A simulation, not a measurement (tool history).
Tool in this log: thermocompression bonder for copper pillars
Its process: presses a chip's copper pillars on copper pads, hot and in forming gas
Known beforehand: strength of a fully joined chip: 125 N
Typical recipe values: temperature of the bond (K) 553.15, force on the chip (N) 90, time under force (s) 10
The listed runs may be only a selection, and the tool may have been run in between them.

run	hour	temperature of the bond (K)	force on the chip (N)	time under force (s)	force that shears a chip off (N)
1	0	553.15	90	10	61.1
2	14.1	553.15	90	10	59.3
3	24.7	553.15	90	6	48.5
4	34.5	553.15	90	6	49.4
5	44.3	553.15	90	6	49
6	50.7	553.15	90	10	59.9
7	59.6	553.15	90	10	60.6
8	66.7	553.15	90	10	59.9
9	73.9	553.15	90	10	60.7
10	83.2	553.15	90	10	60
11	94.4	553.15	90	10	59.9
12	107.1	553.15	90	10	59.4
13	113.1	553.15	72	10	50.4
14	122.8	553.15	90	10	59.1
# hour 125.6: force cell calibrated
15	131.1	553.15	90	10	60.7
16	139.4	553.15	90	10	60.2
17	148.6	553.15	90	12	64.5
18	157.6	553.15	90	30	85.8
# hour 169.6: force cell calibrated, once more
19	172.8	553.15	90	30	81.5
20	181	553.15	115	30	94.1
21	189.3	553.15	59	30	62.3
22	199.4	553.15	135	21	95.5
23	206.7	553.15	135	21	95.8
24	214.9	548.15	86	5	42.2
# hour 228: forming gas filter changed
25	228.8	567.15	86	5	53.1
26	238.4	553.15	64	10	46.2
27	252.2	553.15	64	10	47
28	260.7	553.15	64	10	46.2
29	272.8	555.15	97	10	66.6
30	284.6	544.15	77	5	36.7
31	291.2	534.15	135	12	73.1
32	297.9	534.15	135	12	74.7
33	309.5	534.15	135	5	54.4
34	318.7	534.15	135	5	55.7
35	327.2	535.15	90	17	59.7
36	333.4	553.15	114	10	73.2
37	342.8	578.15	116	10	86
38	352.5	578.15	111	11	88.7
39	362.9	553.15	62	7	39.2
40	374.2	553.15	62	7	38.3

4 options for the next run, each taken on its own from the tool as it stands now. Forecast them:
A	386.3	553.15	92	20	?
B	386.3	555.15	71	28	?
C	386.3	553.15	61	10	?
D	386.3	580.15	80	10	?

run	force that shears a chip off (N)
A	76.5
B	73
C	44.6
D	71.3
Take away the tool's hidden state, keep each run's random variation, and the runs would have read:
run	force that shears a chip off (N)
A	74.4
B	70.9
C	42.8
D	69.4
